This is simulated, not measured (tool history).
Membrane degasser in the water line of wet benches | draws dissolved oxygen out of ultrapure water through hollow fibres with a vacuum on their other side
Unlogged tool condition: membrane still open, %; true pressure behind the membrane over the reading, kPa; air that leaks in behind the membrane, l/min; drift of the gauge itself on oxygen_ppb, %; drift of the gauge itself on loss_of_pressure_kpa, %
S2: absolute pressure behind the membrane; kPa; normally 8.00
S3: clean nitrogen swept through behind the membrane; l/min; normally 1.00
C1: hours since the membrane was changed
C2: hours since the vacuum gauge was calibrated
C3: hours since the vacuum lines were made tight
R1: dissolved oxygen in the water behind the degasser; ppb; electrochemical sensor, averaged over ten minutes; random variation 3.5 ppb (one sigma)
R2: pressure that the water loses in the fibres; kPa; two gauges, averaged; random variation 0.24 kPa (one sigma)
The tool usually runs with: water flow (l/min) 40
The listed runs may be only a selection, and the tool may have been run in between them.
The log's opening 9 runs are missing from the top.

Run 10, hour 441.6: usual settings; C1 2600; C2 4522; C3 1865. Result: R1 375.0 ppb, R2 63.38 kPa.
Run 11, hour 505.9: usual settings but water flow (l/min) 29; C1 2665; C2 4586; C3 1929. Result: R1 286.0 ppb, R2 46.21 kPa.
Run 12, hour 571.1: usual settings but water flow (l/min) 29; C1 2730; C2 4651; C3 1994. Result: R1 285.1 ppb, R2 46.08 kPa.
Run 13, hour 626.2: usual settings but water flow (l/min) 29; C1 2785; C2 4707; C3 2049. Result: R1 290.8 ppb, R2 46.48 kPa.
Run 14, hour 657.8: usual settings but water flow (l/min) 29; C1 2817; C2 4738; C3 2081. Result: R1 289.9 ppb, R2 45.92 kPa.
Run 15, hour 699.9: usual settings but water flow (l/min) 29, S3 0.42 l/min; C1 2859; C2 4780; C3 2123. Result: R1 560.8 ppb, R2 45.92 kPa.
Run 16, hour 728.5: usual settings but S3 0.56 l/min; C1 2887; C2 4809; C3 2152. Result: R1 569.5 ppb, R2 63.48 kPa.
Run 17, hour 757.7: usual settings but water flow (l/min) 34, S2 14.07 kPa, S3 2.37 l/min; C1 2916; C2 4838; C3 2181. Result: R1 349.7 ppb, R2 54.20 kPa.
Run 18, hour 820.2: usual settings but water flow (l/min) 39, S2 5.86 kPa, S3 0.80 l/min; C1 2979; C2 4900; C3 2243. Result: R1 244.8 ppb, R2 61.92 kPa.
Run 19, hour 866.7: usual settings but water flow (l/min) 39, S2 5.86 kPa, S3 0.80 l/min; C1 3025; C2 4947; C3 2290. Result: R1 246.9 ppb, R2 61.37 kPa.
Run 20, hour 896.2: usual settings but water flow (l/min) 39, S2 5.86 kPa, S3 0.80 l/min; C1 3055; C2 4976; C3 2319. Result: R1 249.2 ppb, R2 62.16 kPa.
Run 21, hour 942.9: usual settings but water flow (l/min) 39, S2 5.86 kPa, S3 0.80 l/min; C1 3102; C2 5023; C3 2366. Result: R1 252.1 ppb, R2 61.61 kPa.
Run 22, hour 974.6: usual settings but S3 2.80 l/min; C1 3133; C2 5055; C3 2398. Result: R1 158.6 ppb, R2 63.57 kPa.
Run 23, hour 1008.9: usual settings but water flow (l/min) 47, S2 7.82 kPa, S3 2.80 l/min; C1 3168; C2 5089; C3 2432. Result: R1 185.2 ppb, R2 74.45 kPa.
Run 24, hour 1046.3: usual settings but water flow (l/min) 24, S2 12.47 kPa, S3 1.12 l/min; C1 3205; C2 5127; C3 2469. Result: R1 418.3 ppb, R2 38.42 kPa.

Predict the results of run 25:
Run 25, hour 1106.3: usual settings but water flow (l/min) 29, S2 12.69 kPa, S3 0.78 l/min; C1 3265; C2 5187; C3 2530. Result: R1 ?, R2 ?.

{"run 25": {"R1": 673.0, "R2": 46.11}}
Without the tool's hidden state the same run would have given R1 672.8 ppb, R2 46.10 kPa.
